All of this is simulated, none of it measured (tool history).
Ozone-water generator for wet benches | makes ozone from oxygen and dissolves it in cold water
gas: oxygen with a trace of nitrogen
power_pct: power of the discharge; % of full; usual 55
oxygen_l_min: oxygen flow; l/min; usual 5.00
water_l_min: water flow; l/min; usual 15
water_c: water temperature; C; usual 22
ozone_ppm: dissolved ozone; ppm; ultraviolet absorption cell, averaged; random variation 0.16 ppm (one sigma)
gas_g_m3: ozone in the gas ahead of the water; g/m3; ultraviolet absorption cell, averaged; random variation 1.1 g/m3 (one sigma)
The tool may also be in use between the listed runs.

| run | hour | power_pct | oxygen_l_min | water_l_min | water_c | ozone_ppm | gas_g_m3 |
|---|---|---|---|---|---|---|---|
| 1 | 0.0 | 55 | 5.00 | 15 | 22 | 20.6 | 191.1 |
| 2 | 51.5 | 55 | 5.00 | 15 | 22 | 20.7 | 189.7 |
| 3 | 88.5 | 55 | 3.81 | 15 | 22 | 20.1 | 211.7 |
| 4 | 133.0 | 55 | 3.81 | 15 | 22 | 19.6 | 212.5 |
| 5 | 185.8 | 55 | 5.00 | 15 | 22 | 20.5 | 191.8 |
| 6 | 217.4 | 55 | 6.77 | 15 | 22 | 20.5 | 167.9 |
| 7 | 261.2 | 55 | 6.77 | 15 | 22 | 20.8 | 168.1 |
| 8 | 297.5 | 55 | 5.00 | 15 | 22 | 20.5 | 188.7 |
| 9 | 349.1 | 55 | 5.00 | 15 | 22 | 20.4 | 189.7 |
|  | 389.4 | contactor cleaned |
| 10 | 418.6 | 55 | 4.94 | 15 | 22 | 20.9 | 189.5 |
| 11 | 485.5 | 55 | 5.00 | 15 | 22 | 20.9 | 189.3 |
| 12 | 541.6 | 84 | 5.00 | 15 | 22 | 30.2 | 273.2 |
| 13 | 604.9 | 84 | 5.00 | 15 | 22 | 30.3 | 272.5 |
| 14 | 656.1 | 55 | 7.95 | 15 | 22 | 20.7 | 155.8 |
| 15 | 695.3 | 86 | 5.38 | 14 | 22 | 32.5 | 267.6 |
| 16 | 742.8 | 55 | 5.00 | 15 | 20 | 21.2 | 188.7 |
| 17 | 800.6 | 52 | 2.66 | 15 | 20 | 18.7 | 232.2 |
| 18 | 848.8 | 52 | 2.66 | 15 | 20 | 18.7 | 236.3 |
| 19 | 895.2 | 48 | 7.63 | 15 | 16 | 20.7 | 141.3 |
| 20 | 957.5 | 48 | 7.63 | 15 | 16 | 20.7 | 140.8 |
| 21 | 1005.6 | 48 | 7.63 | 15 | 14 | 21.6 | 141.2 |
| 22 | 1043.0 | 54 | 7.42 | 15 | 22 | 20.4 | 158.1 |
| 23 | 1074.8 | 50 | 7.42 | 15 | 21 | 19.5 | 147.3 |
| 24 | 1103.5 | 50 | 7.42 | 15 | 21 | 19.4 | 147.9 |
| 25 | 1156.4 | 91 | 5.00 | 15 | 17 | 34.4 | 290.9 |
| 26 | 1203.2 | 49 | 5.00 | 20 | 17 | 15.9 | 168.8 |
| 27 | 1252.4 | 50 | 5.00 | 16 | 21 | 18.3 | 170.7 |
| 28 | 1300.7 | 50 | 5.00 | 16 | 21 | 18.3 | 173.0 |

Forecast each of these 4 alternatives for the next run:
| A | 1366.0 | 66 | 2.54 | 15 | 22 | ? | ? |
| B | 1366.0 | 60 | 5.00 | 16 | 28 | ? | ? |
| C | 1366.0 | 93 | 4.05 | 14 | 21 | ? | ? |
| D | 1366.0 | 91 | 5.00 | 9 | 26 | ? | ? |

| run | ozone_ppm | gas_g_m3 |
|---|---|---|
| A | 22.2 | 291.1 |
| B | 18.7 | 201.8 |
| C | 33.7 | 319.2 |
| D | 40.9 | 292.3 |
Without the tool's hidden state the same runs would have given:
| run | ozone_ppm | gas_g_m3 |
|---|---|---|
| A | 23.4 | 303.7 |
| B | 19.8 | 209.8 |
| C | 36.1 | 337.6 |
| D | 43.7 | 308.9 |

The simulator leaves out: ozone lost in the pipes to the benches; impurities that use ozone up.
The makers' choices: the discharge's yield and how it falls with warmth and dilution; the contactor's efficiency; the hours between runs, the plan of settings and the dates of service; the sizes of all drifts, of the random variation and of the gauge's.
